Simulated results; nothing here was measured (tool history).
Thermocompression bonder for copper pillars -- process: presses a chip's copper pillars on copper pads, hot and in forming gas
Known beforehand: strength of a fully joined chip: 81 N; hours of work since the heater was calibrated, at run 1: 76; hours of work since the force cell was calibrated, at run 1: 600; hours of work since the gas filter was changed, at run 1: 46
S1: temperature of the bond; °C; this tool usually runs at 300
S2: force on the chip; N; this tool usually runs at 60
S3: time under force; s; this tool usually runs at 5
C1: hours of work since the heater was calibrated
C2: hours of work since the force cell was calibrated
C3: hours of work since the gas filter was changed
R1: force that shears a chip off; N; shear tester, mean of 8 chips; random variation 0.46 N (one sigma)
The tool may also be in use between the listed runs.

Run 1, hour 0: usual settings; C1 76; C2 600; C3 46. Result: R1 33 N.
Run 2, hour 23.9: usual settings; C1 92; C2 616; C3 62. Result: R1 33.7 N.
Run 3, hour 45.7: usual settings; C1 107; C2 631; C3 77. Result: R1 33.3 N.
Run 4, hour 87.8: usual settings; C1 136; C2 659; C3 105. Result: R1 32.4 N.
At hour 113.9: forming gas filter changed.
Run 5, hour 128.1: usual settings; C1 163; C2 686; C3 10. Result: R1 34 N.
Run 6, hour 157.2: usual settings; C1 182; C2 706; C3 29. Result: R1 33.9 N.
Run 7, hour 185.1: usual settings; C1 201; C2 725; C3 48. Result: R1 33.7 N.
Run 8, hour 228.1: usual settings; C1 230; C2 754; C3 77. Result: R1 32.8 N.
Run 9, hour 264.8: usual settings; C1 255; C2 779; C3 102. Result: R1 32.3 N.
Run 10, hour 291.6: usual settings; C1 273; C2 797; C3 120. Result: R1 31.5 N.
At hour 294.5: forming gas filter changed.
Run 11, hour 325.5: usual settings; C1 296; C2 820; C3 21. Result: R1 33.7 N.
At hour 329.5: heater calibrated with a thermocouple chip.
Run 12, hour 359.2: usual settings; C1 20; C2 841; C3 42. Result: R1 33.6 N.
Run 13, hour 402.7: usual settings; C1 50; C2 870; C3 72. Result: R1 32.1 N.
Run 14, hour 438.2: usual settings but S3 14 s; C1 74; C2 894; C3 96. Result: R1 44.1 N.
Run 15, hour 460.8: usual settings but S3 14 s; C1 89; C2 910; C3 111. Result: R1 44.9 N.
At hour 468.6: heater calibrated with a thermocouple chip, once more.
At hour 480.8: forming gas filter changed.
Run 16, hour 484.9: usual settings but S1 326 °C; C1 11; C2 924; C3 3. Result: R1 41.8 N.
Run 17, hour 520.6: usual settings but S3 3 s; C1 35; C2 948; C3 27. Result: R1 27.5 N.
Run 18, hour 557.9: usual settings but S3 3 s; C1 60; C2 974; C3 52. Result: R1 26.6 N.

What does the tool deliver on the next run?
Run 19, hour 601.7: usual settings but S3 3 s; C1 90; C2 1003; C3 82. Result: R1 ?.

Logged for run 19: R1 26.3 N.
On a tool with no hidden condition, and with the same random variation, this run would have come out at R1 30.3 N.
